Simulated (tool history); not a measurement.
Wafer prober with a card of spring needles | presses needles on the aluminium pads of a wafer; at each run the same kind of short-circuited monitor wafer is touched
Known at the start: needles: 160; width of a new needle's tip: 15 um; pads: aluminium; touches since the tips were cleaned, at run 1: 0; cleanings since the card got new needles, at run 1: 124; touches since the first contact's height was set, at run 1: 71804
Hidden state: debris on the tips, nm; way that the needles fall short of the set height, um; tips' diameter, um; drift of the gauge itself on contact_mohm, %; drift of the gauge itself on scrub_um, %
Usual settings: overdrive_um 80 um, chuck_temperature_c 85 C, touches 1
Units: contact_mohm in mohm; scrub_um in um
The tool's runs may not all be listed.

run   hour  overdrive_um  chuck_temperature_c  touches  touches since the tips were cleaned  cleanings since the card got new needles  touches since the first contact's height was set  contact_mohm  scrub_um
  1      0            80                   85        1                                    0                                       124                                             71804           198      9.82
       1.4  -- height of the first contact set anew
       4.9  -- tips cleaned on abrasive film
      10.6  -- tips cleaned on abrasive film
      15.2  -- tips cleaned on abrasive film
      20.9  -- tips cleaned on abrasive film
      26.6  -- tips cleaned on abrasive film
      31.2  -- tips cleaned on abrasive film
      36.9  -- tips cleaned on abrasive film
      41.5  -- tips cleaned on abrasive film
      46.1  -- tips cleaned on abrasive film
  2     50            80                   85        1                                 2725                                       133                                             33094           301     10.03
      51.3  -- tips cleaned on abrasive film
      55.9  -- tips cleaned on abrasive film
      61.6  -- tips cleaned on abrasive film
      66.2  -- tips cleaned on abrasive film
      71.9  -- tips cleaned on abrasive film
      76.5  -- tips cleaned on abrasive film
  3   79.2            80                   85        1                                 1875                                       139                                             52880           288       9.9
      81.5  -- tips cleaned on abrasive film
      86.1  -- tips cleaned on abrasive film
      90.7  -- tips cleaned on abrasive film
      95.3  -- tips cleaned on abrasive film
       101  -- tips cleaned on abrasive film
     106.7  -- tips cleaned on abrasive film
     108.1  -- height of the first contact set anew
     111.6  -- tips cleaned on abrasive film
  4  113.4            80                   85        1                                 1265                                       146                                              3601           255     10.14
     116.9  -- tips cleaned on abrasive film
     121.5  -- tips cleaned on abrasive film
     126.1  -- tips cleaned on abrasive film
     130.7  -- tips cleaned on abrasive film
     135.3  -- tips cleaned on abrasive film
     139.9  -- tips cleaned on abrasive film
     144.4  -- tips cleaned on abrasive film
  5  147.3            80                   85        1                                 2009                                       153                                             26637           276     10.01
     149.7  -- tips cleaned on abrasive film
     155.4  -- tips cleaned on abrasive film
     161.1  -- tips cleaned on abrasive film
     165.7  -- tips cleaned on abrasive film
     170.3  -- tips cleaned on abrasive film
       176  -- tips cleaned on abrasive film
     180.6  -- tips cleaned on abrasive film
     185.2  -- tips cleaned on abrasive film
     190.9  -- tips cleaned on abrasive film
     195.5  -- tips cleaned on abrasive film
     200.6  -- tips cleaned on abrasive film
  6  200.6            80                   85        1                                    0                                       164                                             62821           208       9.9
     205.2  -- tips cleaned on abrasive film
     209.8  -- tips cleaned on abrasive film
     214.4  -- tips cleaned on abrasive film
     214.7  -- height of the first contact set anew
     219.3  -- tips cleaned on abrasive film
     223.9  -- tips cleaned on abrasive film
     229.6  -- tips cleaned on abrasive film
     234.2  -- tips cleaned on abrasive film
     238.8  -- tips cleaned on abrasive film
  7  243.1            80                   85        1                                 3034                                       172                                             19387           317     10.04
     244.4  -- tips cleaned on abrasive film
     248.9  -- tips cleaned on abrasive film
     253.5  -- tips cleaned on abrasive film
     259.3  -- tips cleaned on abrasive film
     263.8  -- tips cleaned on abrasive film
     269.6  -- tips cleaned on abrasive film
  8  270.6            80                   85        1                                  707                                       178                                             38005           245     10.01
     275.2  -- tips cleaned on abrasive film
     279.8  -- tips cleaned on abrasive film
     284.4  -- tips cleaned on abrasive film
     288.9  -- tips cleaned on abrasive film
     293.5  -- tips cleaned on abrasive film
     299.2  -- tips cleaned on abrasive film
  9  299.2            80                   85        1                                    0                                       184                                             57451           216      9.93
     304.9  -- tips cleaned on abrasive film
     310.6  -- tips cleaned on abrasive film
     315.2  -- tips cleaned on abrasive film
     319.8  -- tips cleaned on abrasive film
     321.2  -- height of the first contact set anew
     325.8  -- tips cleaned on abrasive film
     330.4  -- tips cleaned on abrasive film
       335  -- tips cleaned on abrasive film
     340.7  -- tips cleaned on abrasive film
     345.3  -- tips cleaned on abrasive film
       351  -- tips cleaned on abrasive film
 10  352.6            80                   85        1                                 1075                                       194                                             21322           261     10.09
     356.1  -- tips cleaned on abrasive film
     360.6  -- tips cleaned on abrasive film
     365.2  -- tips cleaned on abrasive film
     369.8  -- tips cleaned on abrasive film
     375.5  -- tips cleaned on abrasive film
     380.1  -- tips cleaned on abrasive film
     385.8  -- tips cleaned on abrasive film
     390.4  -- tips cleaned on abrasive film
 11  392.4            94                   37        1                                 1360                                       202                                             48381           250      11.7
     395.9  -- tips cleaned on abrasive film
     400.5  -- tips cleaned on abrasive film
     406.2  -- tips cleaned on abrasive film
     411.9  -- tips cleaned on abrasive film
     416.5  -- tips cleaned on abrasive film
     421.1  -- tips cleaned on abrasive film
     426.8  -- tips cleaned on abrasive film
     428.2  -- height of the first contact set anew
 12  428.8            94                   97        1                                 1194                                       209                                               417           247     11.89
     432.3  -- tips cleaned on abrasive film
     436.9  -- tips cleaned on abrasive film
     441.5  -- tips cleaned on abrasive film
     447.2  -- tips cleaned on abrasive film
     452.9  -- tips cleaned on abrasive film
     457.5  -- tips cleaned on abrasive film
     462.1  -- tips cleaned on abrasive film
 13  463.7            80                   69        1                                 1135                                       216                                             24134           270     10.06
     467.2  -- tips cleaned on abrasive film
     471.8  -- tips cleaned on abrasive film
     477.5  -- tips cleaned on abrasive film
     482.1  -- tips cleaned on abrasive film
     486.7  -- tips cleaned on abrasive film
     492.4  -- tips cleaned on abrasive film
       497  -- tips cleaned on abrasive film
     502.7  -- tips cleaned on abrasive film
 14  502.7            93                   85        1                                    0                                       224                                             50597           205     11.53
     507.2  -- tips cleaned on abrasive film
       513  -- tips cleaned on abrasive film
     517.6  -- tips cleaned on abrasive film
     522.1  -- tips cleaned on abrasive film
     527.9  -- tips cleaned on abrasive film
     532.4  -- tips cleaned on abrasive film
       535  -- height of the first contact set anew
     537.3  -- tips cleaned on abrasive film
     541.9  -- tips cleaned on abrasive film
     547.6  -- tips cleaned on abrasive film
     552.2  -- tips cleaned on abrasive film
 15  552.5            87                   85        1                                  161                                       234                                             11841           217     10.98
     557.1  -- tips cleaned on abrasive film
     561.6  -- tips cleaned on abrasive film
     566.2  -- tips cleaned on abrasive film
     570.8  -- tips cleaned on abrasive film
     575.4  -- tips cleaned on abrasive film
     581.1  -- tips cleaned on abrasive film
 16  583.4            63                   85        2                                 1557                                       240                                             32866           281      7.85
     586.8  -- tips cleaned on abrasive film
     591.4  -- tips cleaned on abrasive film
     597.1  -- tips cleaned on abrasive film
     601.7  -- tips cleaned on abrasive film
     606.3  -- tips cleaned on abrasive film
     610.9  -- tips cleaned on abrasive film
     615.5  -- tips cleaned on abrasive film
     620.1  -- tips cleaned on abrasive film
     625.8  -- tips cleaned on abrasive film
     631.5  -- tips cleaned on abrasive film
     637.2  -- tips cleaned on abrasive film
 17  640.4            63                   85        2                                 2162                                       251                                             71627           330      7.66
     641.8  -- height of the first contact set anew
       643  -- tips cleaned on abrasive film
     648.7  -- tips cleaned on abrasive film
     653.3  -- tips cleaned on abrasive film
     657.9  -- tips cleaned on abrasive film
     663.6  -- tips cleaned on abrasive film
     669.3  -- tips cleaned on abrasive film
       675  -- tips cleaned on abrasive film
     679.6  -- tips cleaned on abrasive film
     685.3  -- tips cleaned on abrasive film
 18  685.3            63                   85        2                                    0                                       260                                             29584           221      7.82
     689.9  -- tips cleaned on abrasive film
     695.6  -- tips cleaned on abrasive film
     701.4  -- tips cleaned on abrasive film
     707.1  -- tips cleaned on abrasive film
     711.7  -- tips cleaned on abrasive film
     716.3  -- tips cleaned on abrasive film
     720.8  -- tips cleaned on abrasive film
     726.6  -- tips cleaned on abrasive film
     738.6  -- card fitted with new needles
 19  742.3            82                   36        1                                 2599                                         0                                              2599           240     10.34

Measured less the same run without the tool's hidden state. The same run-to-run variation is in both; the gauge's scatter may not be:
run  contact_mohm  scrub_um
  1           +13     -0.28
  2          +108     -0.12
  3           +95     -0.21
  4           +65     -0.01
  5           +86     -0.09
  6           +17     -0.23
  7          +124     -0.07
  8           +53     -0.15
  9           +21     -0.23
 10           +69     -0.08
 11           +68     -0.17
 12           +51        +0
 13           +82     -0.09
 14           +16      -0.2
 15           +26     -0.05
 16           +86     -0.15
 17          +134     -0.31
 18           +29     -0.13
 19           +58        +0
